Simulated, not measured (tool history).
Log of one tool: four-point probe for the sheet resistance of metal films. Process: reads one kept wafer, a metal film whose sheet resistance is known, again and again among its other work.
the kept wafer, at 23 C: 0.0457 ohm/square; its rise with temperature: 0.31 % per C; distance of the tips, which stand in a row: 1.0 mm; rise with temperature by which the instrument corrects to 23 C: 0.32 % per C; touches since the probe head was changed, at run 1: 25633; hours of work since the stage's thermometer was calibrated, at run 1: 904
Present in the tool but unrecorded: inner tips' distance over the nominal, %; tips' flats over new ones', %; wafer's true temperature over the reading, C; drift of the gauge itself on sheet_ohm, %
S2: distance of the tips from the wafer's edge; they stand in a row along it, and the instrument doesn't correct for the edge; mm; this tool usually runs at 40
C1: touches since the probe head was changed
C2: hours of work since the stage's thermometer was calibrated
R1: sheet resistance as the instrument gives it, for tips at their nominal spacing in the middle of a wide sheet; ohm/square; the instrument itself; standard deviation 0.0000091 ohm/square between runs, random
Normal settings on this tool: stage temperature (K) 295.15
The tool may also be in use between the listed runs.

{"run": 1, "hour": 0.0, "stage temperature (K)": 295.15, "S2": 40, "C1": 25633, "C2": 904, "R1": 0.045712}
{"run": 2, "hour": 31.4, "stage temperature (K)": 305.15, "S2": 40, "C1": 27062, "C2": 925, "R1": 0.045678}
{"run": 3, "hour": 54.3, "stage temperature (K)": 305.15, "S2": 40, "C1": 28105, "C2": 940, "R1": 0.045701}
{"run": 4, "hour": 103.1, "stage temperature (K)": 305.15, "S2": 40, "C1": 30328, "C2": 972, "R1": 0.045674}
{"run": 5, "hour": 152.8, "stage temperature (K)": 295.15, "S2": 4, "C1": 32594, "C2": 1004, "R1": 0.047184}
{"run": 6, "hour": 188.9, "stage temperature (K)": 295.15, "S2": 4, "C1": 34235, "C2": 1028, "R1": 0.047183}
{"run": 7, "hour": 213.3, "stage temperature (K)": 295.15, "S2": 4, "C1": 35349, "C2": 1044, "R1": 0.04718}
{"run": 8, "hour": 260.8, "stage temperature (K)": 295.15, "S2": 4, "C1": 37513, "C2": 1075, "R1": 0.047184}
{"run": 9, "hour": 311.4, "stage temperature (K)": 295.15, "S2": 44, "C1": 39815, "C2": 1108, "R1": 0.04571}
{"run": 10, "hour": 355.6, "stage temperature (K)": 295.15, "S2": 56, "C1": 41830, "C2": 1137, "R1": 0.045706}
{"run": 11, "hour": 409.1, "stage temperature (K)": 295.15, "S2": 27, "C1": 44267, "C2": 1172, "R1": 0.045721}
{"run": 12, "hour": 432.0, "stage temperature (K)": 295.15, "S2": 27, "C1": 45311, "C2": 1187, "R1": 0.045736}
{"run": 13, "hour": 457.9, "stage temperature (K)": 295.15, "S2": 40, "C1": 46490, "C2": 1204, "R1": 0.045725}
{"run": 14, "hour": 498.5, "stage temperature (K)": 295.15, "S2": 40, "C1": 48341, "C2": 1231, "R1": 0.04571}
{"run": 15, "hour": 535.9, "stage temperature (K)": 295.15, "S2": 40, "C1": 50043, "C2": 1255, "R1": 0.045714}
{"run": 16, "hour": 587.9, "stage temperature (K)": 295.15, "S2": 40, "C1": 52413, "C2": 1289, "R1": 0.04573}
{"run": 17, "hour": 610.6, "stage temperature (K)": 295.15, "S2": 40, "C1": 53445, "C2": 1304, "R1": 0.045715}
{"run": 18, "hour": 665.7, "stage temperature (K)": 295.15, "S2": 40, "C1": 55954, "C2": 1340, "R1": 0.045717}
{"run": 19, "hour": 701.4, "stage temperature (K)": 295.15, "S2": 40, "C1": 57580, "C2": 1363, "R1": 0.04572}
{"run": 20, "hour": 755.3, "stage temperature (K)": 306.15, "S2": 9, "C1": 60035, "C2": 1399, "R1": 0.045963}
{"run": 21, "hour": 780.7, "stage temperature (K)": 300.15, "S2": 6, "C1": 61194, "C2": 1415, "R1": 0.046362}
{"run": 22, "hour": 809.5, "stage temperature (K)": 298.15, "S2": 10, "C1": 62505, "C2": 1434, "R1": 0.045921}
{"run": 23, "hour": 847.2, "stage temperature (K)": 295.15, "S2": 16, "C1": 64222, "C2": 1459, "R1": 0.045795}
{"run": 24, "hour": 880.9, "stage temperature (K)": 295.15, "S2": 52, "C1": 65756, "C2": 1481, "R1": 0.045715}
{"run": 25, "hour": 918.5, "stage temperature (K)": 292.15, "S2": 21, "C1": 67470, "C2": 1505, "R1": 0.045762}
{"run": 26, "hour": 969.3, "stage temperature (K)": 305.15, "S2": 3, "C1": 69786, "C2": 1539, "R1": 0.048244}
{"run": 27, "hour": 1000.6, "stage temperature (K)": 305.15, "S2": 3, "C1": 71209, "C2": 1559, "R1": 0.048227}
{"run": 28, "hour": 1034.8, "stage temperature (K)": 297.15, "S2": 14, "C1": 72770, "C2": 1582, "R1": 0.045828}
{"run": 29, "hour": 1061.5, "stage temperature (K)": 300.15, "S2": 12, "C1": 73984, "C2": 1599, "R1": 0.045854}
{"run": 30, "hour": 1087.9, "stage temperature (K)": 299.15, "S2": 6, "C1": 75188, "C2": 1616, "R1": 0.04636}
{"run": 31, "hour": 1110.4, "stage temperature (K)": 295.15, "S2": 10, "C1": 76209, "C2": 1631, "R1": 0.045956}
{"run": 32, "hour": 1159.9, "stage temperature (K)": 305.15, "S2": 45, "C1": 78466, "C2": 1663, "R1": 0.045681}
{"run": 33, "hour": 1209.0, "stage temperature (K)": 305.15, "S2": 69, "C1": 80704, "C2": 1696, "R1": 0.045674}
{"run": 34, "hour": 1250.3, "stage temperature (K)": 305.15, "S2": 69, "C1": 82581, "C2": 1723, "R1": 0.045674}
{"run": 35, "hour": 1277.3, "stage temperature (K)": 306.15, "S2": 40, "C1": 83815, "C2": 1740, "R1": 0.045682}
{"run": 36, "hour": 1319.1, "stage temperature (K)": 306.15, "S2": 40, "C1": 85717, "C2": 1768, "R1": 0.045691}
{"run": 37, "hour": 1361.6, "stage temperature (K)": 296.15, "S2": 10, "C1": 87653, "C2": 1795, "R1": 0.045947}
{"run": 38, "hour": 1392.6, "stage temperature (K)": 301.15, "S2": 5, "C1": 89065, "C2": 1816, "R1": 0.046643}

Alternative continuations, all from the tool just after run 38; predict every row:
{"run": "A", "hour": 1417.7, "stage temperature (K)": 305.15, "S2": 5, "C1": 90207, "C2": 1832, "R1": "?"}
{"run": "B", "hour": 1417.7, "stage temperature (K)": 297.15, "S2": 4, "C1": 90207, "C2": 1832, "R1": "?"}
{"run": "C", "hour": 1417.7, "stage temperature (K)": 292.15, "S2": 40, "C1": 90207, "C2": 1832, "R1": "?"}

run=A R1=0.046627
run=B R1=0.047171
run=C R1=0.04572
Take away the tool's hidden state, keep each run's random variation, and the runs would have read:
run=A R1=0.046629
run=B R1=0.047173
run=C R1=0.045722
